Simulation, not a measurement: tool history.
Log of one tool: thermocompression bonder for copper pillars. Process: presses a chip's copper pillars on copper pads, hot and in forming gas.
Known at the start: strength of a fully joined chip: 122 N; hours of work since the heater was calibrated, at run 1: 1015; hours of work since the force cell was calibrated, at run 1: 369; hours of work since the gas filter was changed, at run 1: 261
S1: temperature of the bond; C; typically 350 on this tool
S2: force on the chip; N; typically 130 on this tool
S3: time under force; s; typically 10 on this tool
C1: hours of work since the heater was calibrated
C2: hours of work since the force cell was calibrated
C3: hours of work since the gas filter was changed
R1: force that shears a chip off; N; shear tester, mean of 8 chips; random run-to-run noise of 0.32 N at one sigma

run 1 hour=0.0 | S1=350 S2=130 S3=10 | C1=1015 C2=369 C3=261 | R1=42.9
run 2 hour=9.2 | S1=350 S2=130 S3=10 | C1=1021 C2=375 C3=267 | R1=43.2
run 3 hour=20.6 | S1=350 S2=130 S3=10 | C1=1028 C2=382 C3=274 | R1=42.6
run 4 hour=36.7 | S1=350 S2=130 S3=10 | C1=1039 C2=392 C3=285 | R1=43.2
run 5 hour=46.7 | S1=350 S2=130 S3=10 | C1=1045 C2=399 C3=291 | R1=43.1
run 6 hour=55.5 | S1=350 S2=130 S3=10 | C1=1050 C2=404 C3=297 | R1=43.1
run 7 hour=63.9 | S1=350 S2=130 S3=10 | C1=1056 C2=410 C3=302 | R1=42.6
run 8 hour=72.3 | S1=350 S2=130 S3=10 | C1=1061 C2=415 C3=307 | R1=42.2
run 9 hour=89.6 | S1=350 S2=130 S3=10 | C1=1072 C2=426 C3=318 | R1=42.5
run 10 hour=103.3 | S1=350 S2=130 S3=10 | C1=1081 C2=435 C3=327 | R1=42.2
run 11 hour=118.7 | S1=350 S2=130 S3=10 | C1=1091 C2=445 C3=337 | R1=42.7
run 12 hour=134.3 | S1=326 S2=130 S3=10 | C1=1101 C2=454 C3=347 | R1=31.7
run 13 hour=147.6 | S1=350 S2=130 S3=10 | C1=1109 C2=463 C3=355 | R1=42.9
run 14 hour=160.8 | S1=339 S2=130 S3=10 | C1=1118 C2=471 C3=364 | R1=37.1
run 15 hour=175.3 | S1=339 S2=130 S3=10 | C1=1127 C2=481 C3=373 | R1=37.7
run 16 hour=188.3 | S1=350 S2=130 S3=29 | C1=1135 C2=489 C3=381 | R1=61.3
run 17 hour=204.0 | S1=350 S2=99 S3=29 | C1=1145 C2=499 C3=391 | R1=52.1
run 18 hour=217.5 | S1=350 S2=99 S3=29 | C1=1154 C2=508 C3=400 | R1=52.3
run 19 hour=231.0 | S1=350 S2=99 S3=29 | C1=1163 C2=516 C3=409 | R1=52.6
run 20 hour=248.0 | S1=350 S2=94 S3=29 | C1=1173 C2=527 C3=420 | R1=50.7
run 21 hour=257.9 | S1=350 S2=130 S3=19 | C1=1180 C2=533 C3=426 | R1=52.4
run 22 hour=268.3 | S1=347 S2=89 S3=7 | C1=1186 C2=540 C3=433 | R1=26.5
-- hour=273.8 forming gas filter changed
run 23 hour=284.9 | S1=347 S2=89 S3=7 | C1=1197 C2=550 C3=7 | R1=29.8
run 24 hour=295.7 | S1=350 S2=133 S3=10 | C1=1203 C2=557 C3=14 | R1=47.1
run 25 hour=305.6 | S1=372 S2=130 S3=21 | C1=1210 C2=564 C3=20 | R1=74.3
run 26 hour=321.7 | S1=372 S2=130 S3=21 | C1=1220 C2=574 C3=31 | R1=73.7
run 27 hour=334.9 | S1=372 S2=130 S3=21 | C1=1229 C2=582 C3=39 | R1=73.9
run 28 hour=350.3 | S1=376 S2=130 S3=29 | C1=1238 C2=592 C3=49 | R1=82.0
run 29 hour=362.6 | S1=350 S2=162 S3=5 | C1=1246 C2=600 C3=57 | R1=41.0
run 30 hour=374.5 | S1=350 S2=162 S3=5 | C1=1254 C2=607 C3=64 | R1=40.1
run 31 hour=382.6 | S1=350 S2=84 S3=19 | C1=1259 C2=613 C3=69 | R1=45.0
run 32 hour=394.2 | S1=357 S2=130 S3=7 | C1=1266 C2=620 C3=77 | R1=43.3
run 33 hour=404.2 | S1=337 S2=130 S3=10 | C1=1273 C2=626 C3=83 | R1=39.8
run 34 hour=420.7 | S1=337 S2=130 S3=10 | C1=1283 C2=637 C3=94 | R1=39.7
run 35 hour=429.6 | S1=350 S2=107 S3=9 | C1=1289 C2=643 C3=99 | R1=38.7
run 36 hour=436.8 | S1=343 S2=96 S3=12 | C1=1294 C2=647 C3=104 | R1=37.4
run 37 hour=446.8 | S1=374 S2=121 S3=12 | C1=1300 C2=654 C3=110 | R1=59.5

What if the next run were any one of these 4? Each begins from the tool's condition after run 37:
run A hour=456.6 | S1=350 S2=100 S3=10 | C1=1306 C2=660 C3=117 | R1=?
run B hour=456.6 | S1=361 S2=171 S3=25 | C1=1306 C2=660 C3=117 | R1=?
run C hour=456.6 | S1=344 S2=121 S3=7 | C1=1306 C2=660 C3=117 | R1=?
run D hour=456.6 | S1=370 S2=134 S3=12 | C1=1306 C2=660 C3=117 | R1=?

run=A R1=38.7
run=B R1=79.9
run=C R1=35.5
run=D R1=60.4
Without the tool's hidden state the same runs would have given:
run=A R1=37.0
run=B R1=78.6
run=C R1=33.9
run=D R1=58.8
